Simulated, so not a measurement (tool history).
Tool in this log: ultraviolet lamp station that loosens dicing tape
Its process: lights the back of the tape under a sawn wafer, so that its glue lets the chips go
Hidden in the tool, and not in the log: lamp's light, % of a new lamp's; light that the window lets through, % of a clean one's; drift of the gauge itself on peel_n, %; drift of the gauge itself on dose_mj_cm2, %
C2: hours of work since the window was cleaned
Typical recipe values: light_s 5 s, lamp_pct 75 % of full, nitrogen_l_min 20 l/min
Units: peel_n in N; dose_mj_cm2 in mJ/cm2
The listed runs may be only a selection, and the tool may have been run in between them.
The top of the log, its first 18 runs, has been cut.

Run 19, day 10.604: usual settings but light_s 3 s; hours of work of the lamp 324; C2 13. Result: peel_n 2.331 N, dose_mj_cm2 112 mJ/cm2.
Run 20, day 11.292: usual settings but light_s 2 s, lamp_pct 87 % of full, nitrogen_l_min 40 l/min; hours of work of the lamp 331; C2 20. Result: peel_n 2.474 N, dose_mj_cm2 81 mJ/cm2.
Run 21, day 11.979: usual settings but light_s 2 s, lamp_pct 82 % of full, nitrogen_l_min 19 l/min; hours of work of the lamp 338; C2 27. Result: peel_n 3.271 N, dose_mj_cm2 75 mJ/cm2.
Run 22, day 12.533: usual settings but light_s 9 s, lamp_pct 73 % of full, nitrogen_l_min 9 l/min; hours of work of the lamp 343; C2 32. Result: peel_n 0.633 N, dose_mj_cm2 308 mJ/cm2.
Run 23, day 13.342: usual settings but light_s 3 s, lamp_pct 93 % of full, nitrogen_l_min 22 l/min; hours of work of the lamp 351; C2 40. Result: peel_n 1.746 N, dose_mj_cm2 132 mJ/cm2.
Run 24, day 13.817: usual settings but light_s 3 s, lamp_pct 93 % of full, nitrogen_l_min 22 l/min; hours of work of the lamp 356; C2 45. Result: peel_n 1.73 N, dose_mj_cm2 127 mJ/cm2.
Run 25, day 14.583: usual settings but light_s 2 s, lamp_pct 90 % of full, nitrogen_l_min 15 l/min; hours of work of the lamp 364; C2 53. Result: peel_n 3.212 N, dose_mj_cm2 82 mJ/cm2.
Run 26, day 15.358: usual settings but light_s 7 s, lamp_pct 96 % of full, nitrogen_l_min 32 l/min; hours of work of the lamp 371; C2 61. Result: peel_n 0.228 N, dose_mj_cm2 309 mJ/cm2.
Run 27, day 15.921: usual settings but light_s 7 s, lamp_pct 96 % of full, nitrogen_l_min 32 l/min; hours of work of the lamp 377; C2 66. Result: peel_n 0.237 N, dose_mj_cm2 314 mJ/cm2.
Run 28, day 16.529: usual settings but light_s 10 s, nitrogen_l_min 13 l/min; hours of work of the lamp 383; C2 72. Result: peel_n 0.361 N, dose_mj_cm2 346 mJ/cm2.
Run 29, day 17.212: usual settings but light_s 10 s, nitrogen_l_min 13 l/min; hours of work of the lamp 390; C2 79. Result: peel_n 0.385 N, dose_mj_cm2 343 mJ/cm2.
Run 30, day 17.679: usual settings but light_s 10 s, nitrogen_l_min 13 l/min; hours of work of the lamp 395; C2 84. Result: peel_n 0.364 N, dose_mj_cm2 338 mJ/cm2.
Run 31, day 18.542: usual settings but lamp_pct 63 % of full; hours of work of the lamp 403; C2 92. Result: peel_n 1.626 N, dose_mj_cm2 144 mJ/cm2.
Run 32, day 19.154: usual settings but light_s 7 s, lamp_pct 65 % of full; hours of work of the lamp 409; C2 98. Result: peel_n 0.88 N, dose_mj_cm2 200 mJ/cm2.
Run 33, day 19.888: usual settings but light_s 9 s, lamp_pct 66 % of full, nitrogen_l_min 18 l/min; hours of work of the lamp 417; C2 106. Result: peel_n 0.544 N, dose_mj_cm2 269 mJ/cm2.

Here are 5 independent what-if runs from the current tool condition. What would each one return?
Run A, day 20.246: usual settings but nitrogen_l_min 13 l/min; hours of work of the lamp 420; C2 109. Result: peel_n ?, dose_mj_cm2 ?.
Run B, day 20.246: usual settings but light_s 9 s, lamp_pct 87 % of full, nitrogen_l_min 18 l/min; hours of work of the lamp 420; C2 109. Result: peel_n ?, dose_mj_cm2 ?.
Run C, day 20.246: usual settings but light_s 3 s; hours of work of the lamp 420; C2 109. Result: peel_n ?, dose_mj_cm2 ?.
Run D, day 20.246: usual settings but lamp_pct 69 % of full; hours of work of the lamp 420; C2 109. Result: peel_n ?, dose_mj_cm2 ?.
Run E, day 20.246: usual settings but light_s 3 s, lamp_pct 69 % of full, nitrogen_l_min 34 l/min; hours of work of the lamp 420; C2 109. Result: peel_n ?, dose_mj_cm2 ?.

run  peel_n  dose_mj_cm2
  A   1.668          162
  B   0.278          347
  C   2.527           96
  D    1.47          152
  E   2.353           91
Take away the tool's hidden state, keep each run's random variation, and the runs would have read:
run  peel_n  dose_mj_cm2
  A   1.272          193
  B   0.183          411
  C   2.089          115
  D   1.104          180
  E   1.921          108
